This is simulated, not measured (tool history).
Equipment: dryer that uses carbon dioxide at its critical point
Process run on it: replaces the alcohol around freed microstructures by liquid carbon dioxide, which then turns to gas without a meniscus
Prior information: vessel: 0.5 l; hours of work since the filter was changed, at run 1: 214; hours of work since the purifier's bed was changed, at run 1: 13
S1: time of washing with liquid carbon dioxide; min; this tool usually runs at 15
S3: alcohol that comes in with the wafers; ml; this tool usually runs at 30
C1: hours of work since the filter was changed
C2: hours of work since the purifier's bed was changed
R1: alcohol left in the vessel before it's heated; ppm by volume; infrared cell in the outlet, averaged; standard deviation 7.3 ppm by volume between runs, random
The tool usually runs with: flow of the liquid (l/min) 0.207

run 1 hour=0.0 | S1=15 flow_of_the_liquid_(l/min)=0.207 S3=30 | C1=214 C2=13 | R1=597
run 2 hour=12.7 | S1=15 flow_of_the_liquid_(l/min)=0.207 S3=30 | C1=222 C2=21 | R1=616
run 3 hour=20.1 | S1=15 flow_of_the_liquid_(l/min)=0.207 S3=30 | C1=227 C2=26 | R1=636
run 4 hour=34.3 | S1=15 flow_of_the_liquid_(l/min)=0.207 S3=30 | C1=237 C2=35 | R1=625
run 5 hour=47.2 | S1=15 flow_of_the_liquid_(l/min)=0.207 S3=30 | C1=245 C2=44 | R1=677
run 6 hour=54.6 | S1=15 flow_of_the_liquid_(l/min)=0.207 S3=30 | C1=250 C2=49 | R1=650
run 7 hour=64.0 | S1=15 flow_of_the_liquid_(l/min)=0.314 S3=30 | C1=256 C2=55 | R1=86
run 8 hour=78.9 | S1=15 flow_of_the_liquid_(l/min)=0.207 S3=38 | C1=266 C2=65 | R1=862
run 9 hour=88.0 | S1=15 flow_of_the_liquid_(l/min)=0.207 S3=79 | C1=272 C2=71 | R1=1854
run 10 hour=96.2 | S1=15 flow_of_the_liquid_(l/min)=0.207 S3=79 | C1=277 C2=76 | R1=1834
run 11 hour=107.7 | S1=17 flow_of_the_liquid_(l/min)=0.207 S3=30 | C1=285 C2=84 | R1=417
run 12 hour=119.7 | S1=15 flow_of_the_liquid_(l/min)=0.207 S3=48 | C1=293 C2=92 | R1=1203
run 13 hour=128.4 | S1=15 flow_of_the_liquid_(l/min)=0.207 S3=48 | C1=299 C2=97 | R1=1149
run 14 hour=143.6 | S1=15 flow_of_the_liquid_(l/min)=0.145 S3=30 | C1=309 C2=107 | R1=2859
run 15 hour=153.4 | S1=15 flow_of_the_liquid_(l/min)=0.207 S3=30 | C1=315 C2=114 | R1=766
run 16 hour=165.3 | S1=15 flow_of_the_liquid_(l/min)=0.207 S3=30 | C1=323 C2=122 | R1=821
-- hour=169.0 inlet filter changed
run 17 hour=179.4 | S1=15 flow_of_the_liquid_(l/min)=0.207 S3=30 | C1=7 C2=130 | R1=380
run 18 hour=187.1 | S1=15 flow_of_the_liquid_(l/min)=0.207 S3=30 | C1=12 C2=135 | R1=398
run 19 hour=199.8 | S1=15 flow_of_the_liquid_(l/min)=0.207 S3=30 | C1=20 C2=144 | R1=415
run 20 hour=216.1 | S1=15 flow_of_the_liquid_(l/min)=0.207 S3=30 | C1=31 C2=155 | R1=428
run 21 hour=230.7 | S1=15 flow_of_the_liquid_(l/min)=0.207 S3=30 | C1=41 C2=164 | R1=417
run 22 hour=243.3 | S1=15 flow_of_the_liquid_(l/min)=0.207 S3=30 | C1=49 C2=172 | R1=425
run 23 hour=255.3 | S1=15 flow_of_the_liquid_(l/min)=0.207 S3=30 | C1=57 C2=180 | R1=456
run 24 hour=262.1 | S1=15 flow_of_the_liquid_(l/min)=0.207 S3=30 | C1=61 C2=185 | R1=453
run 25 hour=274.2 | S1=19 flow_of_the_liquid_(l/min)=0.154 S3=30 | C1=69 C2=193 | R1=623
run 26 hour=283.8 | S1=19 flow_of_the_liquid_(l/min)=0.154 S3=30 | C1=76 C2=199 | R1=641
run 27 hour=298.0 | S1=19 flow_of_the_liquid_(l/min)=0.154 S3=30 | C1=85 C2=209 | R1=656
run 28 hour=313.6 | S1=19 flow_of_the_liquid_(l/min)=0.154 S3=30 | C1=95 C2=219 | R1=651
run 29 hour=327.9 | S1=22 flow_of_the_liquid_(l/min)=0.209 S3=30 | C1=105 C2=228 | R1=91
run 30 hour=342.0 | S1=22 flow_of_the_liquid_(l/min)=0.209 S3=26 | C1=114 C2=237 | R1=98
run 31 hour=357.2 | S1=15 flow_of_the_liquid_(l/min)=0.168 S3=30 | C1=124 C2=248 | R1=1275
run 32 hour=371.8 | S1=10 flow_of_the_liquid_(l/min)=0.168 S3=30 | C1=134 C2=257 | R1=4667
run 33 hour=380.1 | S1=14 flow_of_the_liquid_(l/min)=0.125 S3=26 | C1=139 C2=263 | R1=3720
run 34 hour=387.6 | S1=12 flow_of_the_liquid_(l/min)=0.143 S3=104 | C1=144 C2=268 | R1=15202
run 35 hour=398.9 | S1=12 flow_of_the_liquid_(l/min)=0.143 S3=104 | C1=151 C2=275 | R1=15665
run 36 hour=409.4 | S1=19 flow_of_the_liquid_(l/min)=0.273 S3=27 | C1=158 C2=282 | R1=88
run 37 hour=419.4 | S1=19 flow_of_the_liquid_(l/min)=0.273 S3=27 | C1=165 C2=288 | R1=85
run 38 hour=431.9 | S1=19 flow_of_the_liquid_(l/min)=0.273 S3=39 | C1=173 C2=297 | R1=106
run 39 hour=441.5 | S1=23 flow_of_the_liquid_(l/min)=0.202 S3=34 | C1=180 C2=303 | R1=129
run 40 hour=455.9 | S1=15 flow_of_the_liquid_(l/min)=0.157 S3=30 | C1=189 C2=313 | R1=1907
run 41 hour=469.1 | S1=13 flow_of_the_liquid_(l/min)=0.207 S3=30 | C1=198 C2=321 | R1=1114
run 42 hour=476.2 | S1=13 flow_of_the_liquid_(l/min)=0.294 S3=25 | C1=202 C2=326 | R1=230
run 43 hour=482.9 | S1=16 flow_of_the_liquid_(l/min)=0.141 S3=28 | C1=207 C2=330 | R1=2118
run 44 hour=492.3 | S1=11 flow_of_the_liquid_(l/min)=0.273 S3=30 | C1=213 C2=337 | R1=736
run 45 hour=502.8 | S1=15 flow_of_the_liquid_(l/min)=0.231 S3=74 | C1=220 C2=343 | R1=959
run 46 hour=510.7 | S1=23 flow_of_the_liquid_(l/min)=0.161 S3=32 | C1=225 C2=349 | R1=352
run 47 hour=525.6 | S1=13 flow_of_the_liquid_(l/min)=0.207 S3=30 | C1=235 C2=358 | R1=1220

Hidden state or all else? Some run-to-run changes of R1, split into what the settings, what came in and random variation would give without the hidden state, and what is left for the hidden state (with any gauge scatter that isn't in both results):
Hidden state present: flow that reaches the vessel past the clogged filter, %; alcohol in the recycled carbon dioxide, ppm; drift of the gauge itself on alcohol_ppm, %.
Run 14 -> 15: flow of the liquid (l/min) 0.145 -> 0.207. R1 -2093 ppm by volume: hidden state -751, all else -1342.
Run 31 -> 32: S1 15 -> 10. R1 +3392 ppm by volume: hidden state +493, all else +2899.
Run 33 -> 34: S1 14 -> 12, flow of the liquid (l/min) 0.125 -> 0.143, S3 26 -> 104. R1 +11482 ppm by volume: hidden state +2064, all else +9418.
Run 35 -> 36: S1 12 -> 19, flow of the liquid (l/min) 0.143 -> 0.273, S3 104 -> 27. R1 -15577 ppm by volume: hidden state -2914, all else -12663.

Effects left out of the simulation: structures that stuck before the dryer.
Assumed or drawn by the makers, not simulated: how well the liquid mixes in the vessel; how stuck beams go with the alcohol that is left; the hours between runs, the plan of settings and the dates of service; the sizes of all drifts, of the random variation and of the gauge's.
